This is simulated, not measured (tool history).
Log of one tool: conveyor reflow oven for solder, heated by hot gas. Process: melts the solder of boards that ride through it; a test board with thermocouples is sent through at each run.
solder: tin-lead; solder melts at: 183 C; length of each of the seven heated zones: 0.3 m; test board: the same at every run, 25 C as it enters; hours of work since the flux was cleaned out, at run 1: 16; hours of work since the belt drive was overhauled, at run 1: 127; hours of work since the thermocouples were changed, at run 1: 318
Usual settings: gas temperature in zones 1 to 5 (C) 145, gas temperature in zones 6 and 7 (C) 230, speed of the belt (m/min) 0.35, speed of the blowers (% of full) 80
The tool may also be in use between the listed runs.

run	day	gas temperature in zones 1 to 5 (C)	gas temperature in zones 6 and 7 (C)	speed of the belt (m/min)	speed of the blowers (% of full)	hours of work since the flux was cleaned out	hours of work since the belt drive was overhauled	hours of work since the thermocouples were changed	highest temperature of the board (C)	time above the solder's melting point (s)
1	0	145	230	0.35	80	16	127	318	216.7	81
2	0.558	145	230	0.288	80	22	133	325	221.2	105.6
3	1.012	145	223	0.35	80	27	138	330	210.2	74.8
4	1.558	145	233	0.35	80	34	145	336	219.7	84.3
5	1.962	145	233	0.35	80	38	149	340	219.5	83.4
6	2.542	135	241	0.381	63	44	155	347	216.9	68.2
7	2.908	135	241	0.32	65	49	160	351	223.4	89.8
8	3.204	135	233	0.35	80	52	163	354	218.5	77.2
9	3.654	135	231	0.285	82	57	168	359	220.9	102.3
10	4.183	156	228	0.361	77	63	174	365	214.9	83.1

5 ways to go on from here, each from the tool as it stands after run 10. What would each give?
A	4.742	154	228	0.379	76	69	180	371	?	?
B	4.742	152	228	0.288	77	69	180	371	?	?
C	4.742	155	228	0.361	68	69	180	371	?	?
D	4.742	146	236	0.35	77	69	180	371	?	?
E	4.742	138	228	0.404	77	69	180	371	?	?

run	highest temperature of the board (C)	time above the solder's melting point (s)
A	213.7	76.4
B	218.9	108.1
C	212.5	80.3
D	220.9	85.8
E	208.3	57.1
Without the tool's hidden state the same runs would have given:
run	highest temperature of the board (C)	time above the solder's melting point (s)
A	215.1	77.5
B	220.2	109
C	213.8	81.4
D	222.4	86.7
E	209.8	58.7
